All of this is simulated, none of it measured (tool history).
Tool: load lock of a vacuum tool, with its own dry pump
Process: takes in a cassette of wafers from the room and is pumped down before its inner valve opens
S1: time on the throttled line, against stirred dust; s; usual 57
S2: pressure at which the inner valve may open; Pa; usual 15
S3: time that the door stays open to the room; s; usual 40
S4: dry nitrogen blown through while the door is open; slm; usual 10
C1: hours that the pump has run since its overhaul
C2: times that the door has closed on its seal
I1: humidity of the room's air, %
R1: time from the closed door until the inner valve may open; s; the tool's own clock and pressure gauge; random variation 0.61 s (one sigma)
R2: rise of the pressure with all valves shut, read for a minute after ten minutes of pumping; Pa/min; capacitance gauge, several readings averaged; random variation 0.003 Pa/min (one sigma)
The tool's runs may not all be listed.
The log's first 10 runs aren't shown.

run 11 hour=5023.3 | S1=57 S2=15 S3=103 S4=10 | C1=2514 C2=3896 | I1=47.6 | R1=91.4 R2=0.127
run 12 hour=5483.9 | S1=57 S2=15 S3=103 S4=10 | C1=2975 C2=5184 | I1=44.4 | R1=90.8 R2=0.137
run 13 hour=6154.8 | S1=57 S2=15 S3=103 S4=10 | C1=3645 C2=7060 | I1=46.2 | R1=93.1 R2=0.168
run 14 hour=6442.6 | S1=57 S2=25 S3=40 S4=10 | C1=3933 C2=7865 | I1=45.6 | R1=89.3 R2=0.135
run 15 hour=6771.9 | S1=57 S2=25 S3=40 S4=10 | C1=4263 C2=8786 | I1=45.3 | R1=89.4 R2=0.156
run 16 hour=7095.4 | S1=57 S2=25 S3=40 S4=10 | C1=4586 C2=9690 | I1=42.0 | R1=88.9 R2=0.165
run 17 hour=7504.0 | S1=57 S2=25 S3=40 S4=10 | C1=4995 C2=10833 | I1=43.4 | R1=90.0 R2=0.193
run 18 hour=7979.5 | S1=57 S2=25 S3=40 S4=10 | C1=5470 C2=12163 | I1=42.3 | R1=90.2 R2=0.220
run 19 hour=8480.2 | S1=50 S2=15 S3=40 S4=26 | C1=5971 C2=13563 | I1=44.3 | R1=87.7 R2=0.247
run 20 hour=8800.9 | S1=50 S2=15 S3=40 S4=26 | C1=6292 C2=14460 | I1=47.8 | R1=86.8 R2=0.266
run 21 hour=9360.7 | S1=42 S2=23 S3=60 S4=26 | C1=6851 C2=16025 | I1=43.2 | R1=78.9 R2=0.320
run 22 hour=9734.7 | S1=37 S2=15 S3=105 S4=8 | C1=7225 C2=17071 | I1=45.3 | R1=77.0 R2=0.388
run 23 hour=10402.6 | S1=30 S2=15 S3=132 S4=4 | C1=7893 C2=18939 | I1=46.7 | R1=72.5 R2=0.470
run 24 hour=11062.1 | S1=62 S2=15 S3=100 S4=10 | C1=8553 C2=20783 | I1=45.8 | R1=98.7 R2=0.499
run 25 hour=11627.5 | S1=62 S2=15 S3=100 S4=10 | C1=9118 C2=22364 | I1=42.3 | R1=98.6 R2=0.536

The next listed run, before its measurement:
run 26 hour=11923.1 | S1=62 S2=15 S3=100 S4=10 | C1=9414 C2=23191 | I1=43.1 | R1=? R2=?

{"run 26": {"R1": 98.4, "R2": 0.568}}
Without the tool's hidden state the same run would have given R1 92.8 s, R2 0.075 Pa/min.

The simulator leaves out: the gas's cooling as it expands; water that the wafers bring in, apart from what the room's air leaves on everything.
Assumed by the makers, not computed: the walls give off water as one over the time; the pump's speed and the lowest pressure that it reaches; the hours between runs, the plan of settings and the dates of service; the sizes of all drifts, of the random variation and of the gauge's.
